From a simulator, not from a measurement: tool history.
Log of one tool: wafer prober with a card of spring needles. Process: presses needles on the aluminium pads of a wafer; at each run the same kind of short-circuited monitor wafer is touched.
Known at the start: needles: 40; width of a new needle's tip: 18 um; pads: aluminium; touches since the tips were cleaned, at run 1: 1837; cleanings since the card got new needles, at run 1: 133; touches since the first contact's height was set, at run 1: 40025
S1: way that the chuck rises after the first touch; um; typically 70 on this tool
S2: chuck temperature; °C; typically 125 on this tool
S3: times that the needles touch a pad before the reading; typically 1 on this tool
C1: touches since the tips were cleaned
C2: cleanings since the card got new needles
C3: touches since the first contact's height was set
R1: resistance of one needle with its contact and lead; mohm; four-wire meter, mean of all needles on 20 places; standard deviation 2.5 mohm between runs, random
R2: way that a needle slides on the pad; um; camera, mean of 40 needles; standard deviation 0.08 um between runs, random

Run 1, hour 0.0: usual settings; C1 1837; C2 133; C3 40025. Result: R1 350 mohm, R2 14.54 um.
At hour 4.3: tips cleaned on abrasive film.
At hour 14.8: tips cleaned on abrasive film.
At hour 25.3: tips cleaned on abrasive film.
At hour 35.8: tips cleaned on abrasive film.
At hour 44.2: tips cleaned on abrasive film.
At hour 54.7: tips cleaned on abrasive film.
Run 2, hour 59.5: usual settings; C1 1765; C2 139; C3 61648. Result: R1 353 mohm, R2 14.31 um.
At hour 63.7: tips cleaned on abrasive film.
At hour 74.2: tips cleaned on abrasive film.
At hour 82.7: tips cleaned on abrasive film.
At hour 93.2: tips cleaned on abrasive film.
Run 3, hour 99.6: usual settings; C1 2383; C2 143; C3 76252. Result: R1 364 mohm, R2 14.33 um.
At hour 101.8: tips cleaned on abrasive film.
At hour 112.3: tips cleaned on abrasive film.
At hour 122.8: tips cleaned on abrasive film.
At hour 131.2: tips cleaned on abrasive film.
At hour 141.7: tips cleaned on abrasive film.
At hour 152.2: tips cleaned on abrasive film, once more.
At hour 160.6: tips cleaned on abrasive film.
At hour 171.1: tips cleaned on abrasive film.
At hour 181.6: tips cleaned on abrasive film.
Run 4, hour 185.3: usual settings; C1 1359; C2 152; C3 107394. Result: R1 336 mohm, R2 14.40 um.
At hour 191.7: tips cleaned on abrasive film.
At hour 202.2: tips cleaned on abrasive film.
At hour 212.7: tips cleaned on abrasive film.
At hour 223.2: tips cleaned on abrasive film.
At hour 231.6: tips cleaned on abrasive film.
At hour 242.1: tips cleaned on abrasive film.
At hour 250.5: tips cleaned on abrasive film.
At hour 261.0: tips cleaned on abrasive film.
At hour 271.5: tips cleaned on abrasive film.
Run 5, hour 273.2: usual settings; C1 620; C2 161; C3 139329. Result: R1 320 mohm, R2 14.15 um.
At hour 281.6: tips cleaned on abrasive film.
At hour 292.1: tips cleaned on abrasive film.
At hour 302.6: tips cleaned on abrasive film.
At hour 313.1: tips cleaned on abrasive film.
Run 6, hour 321.4: usual settings but S2 64 °C; C1 3044; C2 165; C3 156885. Result: R1 357 mohm, R2 14.22 um.
At hour 323.6: tips cleaned on abrasive film.
At hour 334.1: tips cleaned on abrasive film.
At hour 344.6: tips cleaned on abrasive film.
At hour 355.1: tips cleaned on abrasive film.
At hour 365.6: tips cleaned on abrasive film.
At hour 376.1: tips cleaned on abrasive film.
At hour 386.6: tips cleaned on abrasive film.
Run 7, hour 387.1: usual settings but S2 64 °C; C1 206; C2 172; C3 180767. Result: R1 287 mohm, R2 14.10 um.
At hour 395.5: tips cleaned on abrasive film.
At hour 404.0: tips cleaned on abrasive film.
At hour 414.5: tips cleaned on abrasive film.
At hour 425.0: tips cleaned on abrasive film.
At hour 435.5: tips cleaned on abrasive film.
At hour 446.0: tips cleaned on abrasive film.
At hour 456.5: tips cleaned on abrasive film.
At hour 467.0: tips cleaned on abrasive film.
At hour 476.2: tips cleaned on abrasive film.
Run 8, hour 476.2: usual settings but S2 64 °C; C1 0; C2 181; C3 213132. Result: R1 289 mohm, R2 13.81 um.
At hour 486.6: tips cleaned on abrasive film.
At hour 497.1: tips cleaned on abrasive film.
At hour 507.6: tips cleaned on abrasive film.
At hour 514.2: height of the first contact set anew.
At hour 516.4: tips cleaned on abrasive film.
At hour 526.9: tips cleaned on abrasive film.
At hour 537.4: tips cleaned on abrasive film.
At hour 545.8: tips cleaned on abrasive film.
At hour 556.3: tips cleaned on abrasive film.
Run 9, hour 561.4: usual settings but S1 67 um, S2 64 °C; C1 1866; C2 189; C3 17142. Result: R1 350 mohm, R2 13.92 um.
At hour 565.6: tips cleaned on abrasive film.
At hour 576.1: tips cleaned on abrasive film.
At hour 586.6: tips cleaned on abrasive film.
At hour 597.1: tips cleaned on abrasive film.
At hour 607.6: tips cleaned on abrasive film.
At hour 618.1: tips cleaned on abrasive film.
At hour 628.6: tips cleaned on abrasive film.
At hour 639.1: tips cleaned on abrasive film.
At hour 647.5: tips cleaned on abrasive film.
Run 10, hour 653.5: usual settings but S1 67 um, S2 64 °C; C1 2200; C2 198; C3 50656. Result: R1 350 mohm, R2 13.93 um.
At hour 657.8: tips cleaned on abrasive film.
At hour 668.3: tips cleaned on abrasive film.
At hour 678.8: tips cleaned on abrasive film.
At hour 687.2: tips cleaned on abrasive film.
At hour 697.7: tips cleaned on abrasive film.
At hour 708.2: tips cleaned on abrasive film.
At hour 718.7: tips cleaned on abrasive film.
Run 11, hour 722.4: usual settings but S1 67 um, S2 64 °C; C1 1375; C2 205; C3 75707. Result: R1 332 mohm, R2 13.89 um.
At hour 728.8: tips cleaned on abrasive film.
At hour 739.3: tips cleaned on abrasive film.
At hour 749.8: tips cleaned on abrasive film.
At hour 760.3: tips cleaned on abrasive film.
At hour 768.7: tips cleaned on abrasive film.
At hour 779.2: tips cleaned on abrasive film.
At hour 787.6: tips cleaned on abrasive film.
Run 12, hour 795.8: usual settings but S1 52 um, S2 34 °C, S3 2; C1 3005; C2 212; C3 102390. Result: R1 378 mohm, R2 10.49 um.
At hour 798.0: tips cleaned on abrasive film.
At hour 808.5: tips cleaned on abrasive film.
At hour 819.0: tips cleaned on abrasive film.
At hour 829.5: tips cleaned on abrasive film.
At hour 837.9: tips cleaned on abrasive film.
At hour 848.4: tips cleaned on abrasive film.
At hour 858.9: tips cleaned on abrasive film.
Run 13, hour 861.7: usual settings but S1 81 um, S2 62 °C; C1 1047; C2 219; C3 126351. Result: R1 300 mohm, R2 16.59 um.
At hour 868.1: tips cleaned on abrasive film.
At hour 878.6: tips cleaned on abrasive film.
At hour 889.1: tips cleaned on abrasive film.
At hour 899.6: tips cleaned on abrasive film.
At hour 910.1: tips cleaned on abrasive film.
Run 14, hour 911.6: usual settings but S1 81 um, S2 62 °C; C1 569; C2 224; C3 144488. Result: R1 295 mohm, R2 16.42 um.
At hour 920.0: tips cleaned on abrasive film.
At hour 930.5: tips cleaned on abrasive film.
At hour 941.0: tips cleaned on abrasive film.
At hour 951.5: tips cleaned on abrasive film.
At hour 962.0: tips cleaned on abrasive film.
Run 15, hour 964.7: usual settings but S2 62 °C; C1 980; C2 229; C3 163797. Result: R1 320 mohm, R2 14.09 um.
At hour 971.0: tips cleaned on abrasive film.
At hour 981.5: tips cleaned on abrasive film.
At hour 992.0: tips cleaned on abrasive film.
At hour 1002.5: tips cleaned on abrasive film.
At hour 1013.0: tips cleaned on abrasive film.
At hour 1023.5: tips cleaned on abrasive film.
At hour 1034.0: tips cleaned on abrasive film.
Run 16, hour 1034.0: usual settings but S1 56 um, S2 100 °C; C1 6; C2 236; C3 189007. Result: R1 308 mohm, R2 11.13 um.
At hour 1044.5: tips cleaned on abrasive film.
At hour 1055.0: tips cleaned on abrasive film.
At hour 1063.4: tips cleaned on abrasive film.
At hour 1073.9: tips cleaned on abrasive film.
At hour 1084.4: tips cleaned on abrasive film.
At hour 1094.9: tips cleaned on abrasive film.
At hour 1105.4: tips cleaned on abrasive film.
At hour 1117.4: card fitted with new needles.
At hour 1125.8: tips cleaned on abrasive film.
At hour 1136.3: tips cleaned on abrasive film.
Run 17, hour 1140.1: usual settings but S2 73 °C, S3 2; C1 1372; C2 2; C3 8247. Result: R1 298 mohm, R2 14.64 um.
At hour 1146.4: tips cleaned on abrasive film.
At hour 1156.9: tips cleaned on abrasive film.
At hour 1165.3: tips cleaned on abrasive film.
At hour 1175.8: tips cleaned on abrasive film.
At hour 1186.3: tips cleaned on abrasive film.
At hour 1196.8: tips cleaned on abrasive film.
At hour 1205.2: tips cleaned on abrasive film.
Run 18, hour 1208.4: usual settings but S2 73 °C, S3 2; C1 1146; C2 9; C3 33070. Result: R1 294 mohm, R2 14.44 um.
At hour 1214.7: tips cleaned on abrasive film.
At hour 1225.2: tips cleaned on abrasive film.
At hour 1235.7: tips cleaned on abrasive film.
At hour 1246.2: tips cleaned on abrasive film.
At hour 1256.7: tips cleaned on abrasive film.
At hour 1267.2: tips cleaned on abrasive film.
At hour 1277.7: tips cleaned on abrasive film.
At hour 1288.2: tips cleaned on abrasive film.
At hour 1298.7: tips cleaned on abrasive film.
Run 19, hour 1299.0: usual settings but S1 53 um, S2 34 °C; C1 112; C2 18; C3 66023. Result: R1 288 mohm, R2 10.85 um.

Consider 5 possible next runs. They are alternatives, not a sequence: every one starts from the tool as it was left by run 19. What does each give?
At hour 1307.4: tips cleaned on abrasive film.
At hour 1317.9: tips cleaned on abrasive film.
At hour 1328.4: tips cleaned on abrasive film.
At hour 1336.8: tips cleaned on abrasive film.
At hour 1347.3: tips cleaned on abrasive film.
At hour 1356.8: tips cleaned on abrasive film.
Run A, hour 1356.8: usual settings but S3 3; C1 0; C2 24; C3 87042. Result: R1 ?, R2 ?.
At hour 1307.4: tips cleaned on abrasive film.
At hour 1317.9: tips cleaned on abrasive film.
At hour 1328.4: tips cleaned on abrasive film.
At hour 1336.8: tips cleaned on abrasive film.
At hour 1347.3: tips cleaned on abrasive film.
At hour 1356.8: tips cleaned on abrasive film.
Run B, hour 1356.8: usual settings but S1 64 um, S3 2; C1 0; C2 24; C3 87042. Result: R1 ?, R2 ?.
At hour 1307.4: tips cleaned on abrasive film.
At hour 1317.9: tips cleaned on abrasive film.
At hour 1328.4: tips cleaned on abrasive film.
At hour 1336.8: tips cleaned on abrasive film.
At hour 1347.3: tips cleaned on abrasive film.
At hour 1356.8: tips cleaned on abrasive film.
Run C, hour 1356.8: usual settings but S2 45 °C, S3 3; C1 0; C2 24; C3 87042. Result: R1 ?, R2 ?.
At hour 1307.4: tips cleaned on abrasive film.
At hour 1317.9: tips cleaned on abrasive film.
At hour 1328.4: tips cleaned on abrasive film.
At hour 1336.8: tips cleaned on abrasive film.
At hour 1347.3: tips cleaned on abrasive film.
At hour 1356.8: tips cleaned on abrasive film.
Run D, hour 1356.8: usual settings but S1 51 um, S2 50 °C, S3 2; C1 0; C2 24; C3 87042. Result: R1 ?, R2 ?.
At hour 1307.4: tips cleaned on abrasive film.
At hour 1317.9: tips cleaned on abrasive film.
At hour 1328.4: tips cleaned on abrasive film.
At hour 1336.8: tips cleaned on abrasive film.
At hour 1347.3: tips cleaned on abrasive film.
At hour 1356.8: tips cleaned on abrasive film.
Run E, hour 1356.8: usual settings but S1 53 um; C1 0; C2 24; C3 87042. Result: R1 ?, R2 ?.

run   R1     R2
  A  292  14.31
  B  302  13.10
  C  277  14.36
  D  279  10.40
  E  305  10.68
With no hidden state in the tool, these same runs would have given:
run   R1     R2
  A  290  14.61
  B  298  13.39
  C  275  14.65
  D  272  10.69
  E  296  10.97
